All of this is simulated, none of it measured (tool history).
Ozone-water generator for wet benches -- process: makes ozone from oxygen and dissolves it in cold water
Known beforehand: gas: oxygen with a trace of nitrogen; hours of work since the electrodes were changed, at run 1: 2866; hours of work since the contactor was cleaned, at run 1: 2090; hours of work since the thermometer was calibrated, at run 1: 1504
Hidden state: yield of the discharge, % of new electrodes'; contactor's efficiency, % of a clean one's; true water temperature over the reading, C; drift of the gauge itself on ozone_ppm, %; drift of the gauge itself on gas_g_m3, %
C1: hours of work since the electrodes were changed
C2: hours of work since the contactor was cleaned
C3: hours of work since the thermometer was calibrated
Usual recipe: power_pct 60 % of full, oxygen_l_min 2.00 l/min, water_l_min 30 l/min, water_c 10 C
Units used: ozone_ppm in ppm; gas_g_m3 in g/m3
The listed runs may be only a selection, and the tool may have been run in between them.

run 1 hour=0.0 | power_pct=60 oxygen_l_min=2.00 water_l_min=30 water_c=10 | C1=2866 C2=2090 C3=1504 | ozone_ppm=5.8 gas_g_m3=126.7
run 2 hour=103.1 | power_pct=60 oxygen_l_min=2.00 water_l_min=30 water_c=10 | C1=2963 C2=2186 C3=1601 | ozone_ppm=5.7 gas_g_m3=123.9
run 3 hour=247.4 | power_pct=60 oxygen_l_min=2.00 water_l_min=30 water_c=10 | C1=3097 C2=2321 C3=1735 | ozone_ppm=5.8 gas_g_m3=123.8
run 4 hour=419.2 | power_pct=60 oxygen_l_min=1.34 water_l_min=30 water_c=10 | C1=3258 C2=2482 C3=1896 | ozone_ppm=4.7 gas_g_m3=144.4
run 5 hour=553.7 | power_pct=60 oxygen_l_min=1.34 water_l_min=30 water_c=10 | C1=3383 C2=2607 C3=2021 | ozone_ppm=4.6 gas_g_m3=143.3
-- hour=597.2 contactor cleaned
run 6 hour=698.8 | power_pct=60 oxygen_l_min=2.00 water_l_min=30 water_c=10 | C1=3515 C2=95 C3=2153 | ozone_ppm=5.8 gas_g_m3=124.1
run 7 hour=841.3 | power_pct=60 oxygen_l_min=2.00 water_l_min=30 water_c=10 | C1=3648 C2=228 C3=2286 | ozone_ppm=5.6 gas_g_m3=123.8
run 8 hour=1025.5 | power_pct=60 oxygen_l_min=1.43 water_l_min=30 water_c=10 | C1=3820 C2=400 C3=2458 | ozone_ppm=4.5 gas_g_m3=138.9
run 9 hour=1118.1 | power_pct=60 oxygen_l_min=1.43 water_l_min=30 water_c=10 | C1=3906 C2=486 C3=2544 | ozone_ppm=4.7 gas_g_m3=140.0
run 10 hour=1204.9 | power_pct=60 oxygen_l_min=1.43 water_l_min=30 water_c=10 | C1=3988 C2=567 C3=2625 | ozone_ppm=4.7 gas_g_m3=138.4
run 11 hour=1332.6 | power_pct=60 oxygen_l_min=1.43 water_l_min=30 water_c=10 | C1=4107 C2=687 C3=2745 | ozone_ppm=4.6 gas_g_m3=137.3
run 12 hour=1513.1 | power_pct=60 oxygen_l_min=2.00 water_l_min=30 water_c=10 | C1=4275 C2=855 C3=2913 | ozone_ppm=5.3 gas_g_m3=121.8
run 13 hour=1595.6 | power_pct=60 oxygen_l_min=2.59 water_l_min=30 water_c=10 | C1=4352 C2=932 C3=2990 | ozone_ppm=6.2 gas_g_m3=109.9
-- hour=1722.4 contactor cleaned, once more
run 14 hour=1785.7 | power_pct=60 oxygen_l_min=2.00 water_l_min=30 water_c=5 | C1=4526 C2=59 C3=3164 | ozone_ppm=6.0 gas_g_m3=119.6
run 15 hour=1906.9 | power_pct=60 oxygen_l_min=2.00 water_l_min=30 water_c=10 | C1=4639 C2=172 C3=3277 | ozone_ppm=5.6 gas_g_m3=119.1
run 16 hour=2034.0 | power_pct=60 oxygen_l_min=2.00 water_l_min=30 water_c=10 | C1=4758 C2=291 C3=3396 | ozone_ppm=5.7 gas_g_m3=120.7
run 17 hour=2112.9 | power_pct=60 oxygen_l_min=2.00 water_l_min=30 water_c=10 | C1=4831 C2=364 C3=3469 | ozone_ppm=5.5 gas_g_m3=119.2
run 18 hour=2279.1 | power_pct=60 oxygen_l_min=2.00 water_l_min=30 water_c=10 | C1=4987 C2=520 C3=3624 | ozone_ppm=5.6 gas_g_m3=119.9
run 19 hour=2427.0 | power_pct=53 oxygen_l_min=2.00 water_l_min=19 water_c=10 | C1=5125 C2=658 C3=3763 | ozone_ppm=8.3 gas_g_m3=113.3
run 20 hour=2511.8 | power_pct=42 oxygen_l_min=2.17 water_l_min=19 water_c=7 | C1=5204 C2=737 C3=3842 | ozone_ppm=7.8 gas_g_m3=98.2
run 21 hour=2651.8 | power_pct=60 oxygen_l_min=2.61 water_l_min=26 water_c=10 | C1=5334 C2=868 C3=3972 | ozone_ppm=7.3 gas_g_m3=108.1
run 22 hour=2775.1 | power_pct=60 oxygen_l_min=2.00 water_l_min=31 water_c=10 | C1=5449 C2=983 C3=4087 | ozone_ppm=5.1 gas_g_m3=116.8
run 23 hour=2887.2 | power_pct=60 oxygen_l_min=2.00 water_l_min=31 water_c=6 | C1=5554 C2=1087 C3=4192 | ozone_ppm=5.4 gas_g_m3=118.1
-- hour=2935.6 water thermometer calibrated
run 24 hour=3073.2 | power_pct=60 oxygen_l_min=3.22 water_l_min=25 water_c=10 | C1=5727 C2=1260 C3=128 | ozone_ppm=8.1 gas_g_m3=97.9
run 25 hour=3230.2 | power_pct=60 oxygen_l_min=2.80 water_l_min=25 water_c=10 | C1=5874 C2=1407 C3=275 | ozone_ppm=7.6 gas_g_m3=101.3
run 26 hour=3339.3 | power_pct=60 oxygen_l_min=2.80 water_l_min=25 water_c=10 | C1=5976 C2=1509 C3=377 | ozone_ppm=7.8 gas_g_m3=103.3
run 27 hour=3490.1 | power_pct=45 oxygen_l_min=1.12 water_l_min=29 water_c=6 | C1=6116 C2=1650 C3=518 | ozone_ppm=3.7 gas_g_m3=126.3
run 28 hour=3659.0 | power_pct=41 oxygen_l_min=1.00 water_l_min=38 water_c=11 | C1=6274 C2=1807 C3=675 | ozone_ppm=2.3 gas_g_m3=127.1
run 29 hour=3783.1 | power_pct=41 oxygen_l_min=1.00 water_l_min=38 water_c=11 | C1=6390 C2=1923 C3=791 | ozone_ppm=2.3 gas_g_m3=124.5
run 30 hour=3913.4 | power_pct=41 oxygen_l_min=1.00 water_l_min=38 water_c=11 | C1=6512 C2=2045 C3=913 | ozone_ppm=2.4 gas_g_m3=125.3
run 31 hour=4063.6 | power_pct=41 oxygen_l_min=1.00 water_l_min=38 water_c=11 | C1=6652 C2=2185 C3=1053 | ozone_ppm=2.2 gas_g_m3=123.6
run 32 hour=4155.4 | power_pct=60 oxygen_l_min=2.51 water_l_min=30 water_c=7 | C1=6738 C2=2271 C3=1139 | ozone_ppm=5.9 gas_g_m3=104.9
run 33 hour=4242.9 | power_pct=73 oxygen_l_min=1.38 water_l_min=19 water_c=7 | C1=6819 C2=2352 C3=1220 | ozone_ppm=7.8 gas_g_m3=140.2

Across each entry between runs, compare the hidden state at the last listed run before it with the hidden state at the first listed run after it:
From run 5 to run 6: contactor cleaned (hour 597.2)
  yield of the discharge, % of new electrodes': 91.3 -> 91; contactor's efficiency, % of a clean one's: 93.5 -> 92.2; true water temperature over the reading, C: 0.17 -> 0.18
  measured minus no-state result, ozone_ppm: -0.5 -> -0.7 ppm; gas_g_m3: -12.6 -> -11.3 g/m3
From run 13 to run 14: contactor cleaned, once more (hour 1722.4)
  yield of the discharge, % of new electrodes': 88.9 -> 88.5; contactor's efficiency, % of a clean one's: 90.4 -> 99.8; true water temperature over the reading, C: 0.26 -> 0.27
  measured minus no-state result, ozone_ppm: -1.0 -> -0.7 ppm; gas_g_m3: -12.6 -> -14.2 g/m3
From run 23 to run 24: water thermometer calibrated (hour 2935.6)
  yield of the discharge, % of new electrodes': 85.8 -> 85.4; contactor's efficiency, % of a clean one's: 97.5 -> 97.2; true water temperature over the reading, C: 0.36 -> 0
  measured minus no-state result, ozone_ppm: -0.9 -> -1.3 ppm; gas_g_m3: -17.8 -> -15.5 g/m3
